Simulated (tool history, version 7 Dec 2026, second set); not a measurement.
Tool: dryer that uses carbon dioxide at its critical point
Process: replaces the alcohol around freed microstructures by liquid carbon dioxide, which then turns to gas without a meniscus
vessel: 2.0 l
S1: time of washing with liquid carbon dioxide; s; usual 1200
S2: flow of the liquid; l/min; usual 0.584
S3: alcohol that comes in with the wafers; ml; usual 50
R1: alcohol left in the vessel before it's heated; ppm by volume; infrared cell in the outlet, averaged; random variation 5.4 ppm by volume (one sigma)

{"run": 1, "hour": 0.0, "S1": 1200, "S2": 0.584, "S3": 50, "R1": 153}
{"run": 2, "hour": 7.0, "S1": 1200, "S2": 0.414, "S3": 50, "R1": 727}
{"run": 3, "hour": 14.9, "S1": 1200, "S2": 0.414, "S3": 50, "R1": 726}
{"run": 4, "hour": 22.9, "S1": 1200, "S2": 0.414, "S3": 40, "R1": 572}
{"run": 5, "hour": 35.8, "S1": 1200, "S2": 0.414, "S3": 40, "R1": 572}
{"run": 6, "hour": 46.9, "S1": 1200, "S2": 0.414, "S3": 40, "R1": 597}
{"run": 7, "hour": 55.2, "S1": 1200, "S2": 0.414, "S3": 40, "R1": 601}
{"run": 8, "hour": 62.2, "S1": 1200, "S2": 0.414, "S3": 40, "R1": 602}
{"run": 9, "hour": 73.3, "S1": 1200, "S2": 0.584, "S3": 99, "R1": 323}
{"run": 10, "hour": 84.5, "S1": 1200, "S2": 0.584, "S3": 99, "R1": 316}
{"run": 11, "hour": 99.7, "S1": 1200, "S2": 0.584, "S3": 81, "R1": 268}
{"run": 12, "hour": 109.9, "S1": 1200, "S2": 0.584, "S3": 81, "R1": 259}
{"run": 13, "hour": 121.4, "S1": 1200, "S2": 0.584, "S3": 81, "R1": 264}
{"run": 14, "hour": 130.8, "S1": 1260, "S2": 0.584, "S3": 50, "R1": 140}
{"run": 15, "hour": 146.2, "S1": 1260, "S2": 0.584, "S3": 50, "R1": 154}
{"run": 16, "hour": 153.5, "S1": 1260, "S2": 0.584, "S3": 50, "R1": 150}
{"run": 17, "hour": 166.2, "S1": 1200, "S2": 0.584, "S3": 50, "R1": 183}
{"run": 18, "hour": 180.3, "S1": 1200, "S2": 0.955, "S3": 50, "R1": 41}
{"run": 19, "hour": 195.4, "S1": 1200, "S2": 0.955, "S3": 50, "R1": 31}
{"run": 20, "hour": 208.0, "S1": 1200, "S2": 0.955, "S3": 50, "R1": 32}
{"run": 21, "hour": 218.3, "S1": 1200, "S2": 0.584, "S3": 50, "R1": 203}
{"run": 22, "hour": 225.9, "S1": 1200, "S2": 0.414, "S3": 35, "R1": 574}
{"run": 23, "hour": 239.8, "S1": 900, "S2": 0.514, "S3": 100, "R1": 1933}
{"run": 24, "hour": 254.6, "S1": 900, "S2": 0.577, "S3": 35, "R1": 469}
{"run": 25, "hour": 263.3, "S1": 900, "S2": 0.577, "S3": 35, "R1": 466}
{"run": 26, "hour": 271.9, "S1": 900, "S2": 0.577, "S3": 68, "R1": 875}
{"run": 27, "hour": 286.7, "S1": 960, "S2": 0.657, "S3": 51, "R1": 308}
{"run": 28, "hour": 295.9, "S1": 900, "S2": 0.395, "S3": 51, "R1": 2271}
{"run": 29, "hour": 304.9, "S1": 1200, "S2": 0.759, "S3": 50, "R1": 75}
{"run": 30, "hour": 314.1, "S1": 1200, "S2": 0.759, "S3": 50, "R1": 79}
{"run": 31, "hour": 328.7, "S1": 1200, "S2": 0.759, "S3": 50, "R1": 75}
{"run": 32, "hour": 339.6, "S1": 720, "S2": 0.759, "S3": 43, "R1": 458}
{"run": 33, "hour": 353.8, "S1": 720, "S2": 0.421, "S3": 43, "R1": 2626}

The next listed run, before its measurement:
{"run": 34, "hour": 362.5, "S1": 720, "S2": 0.421, "S3": 43, "R1": "?"}

Run 34 gave R1 2831 ppm by volume.
Without the tool's hidden state the same run would have given R1 2394 ppm by volume.
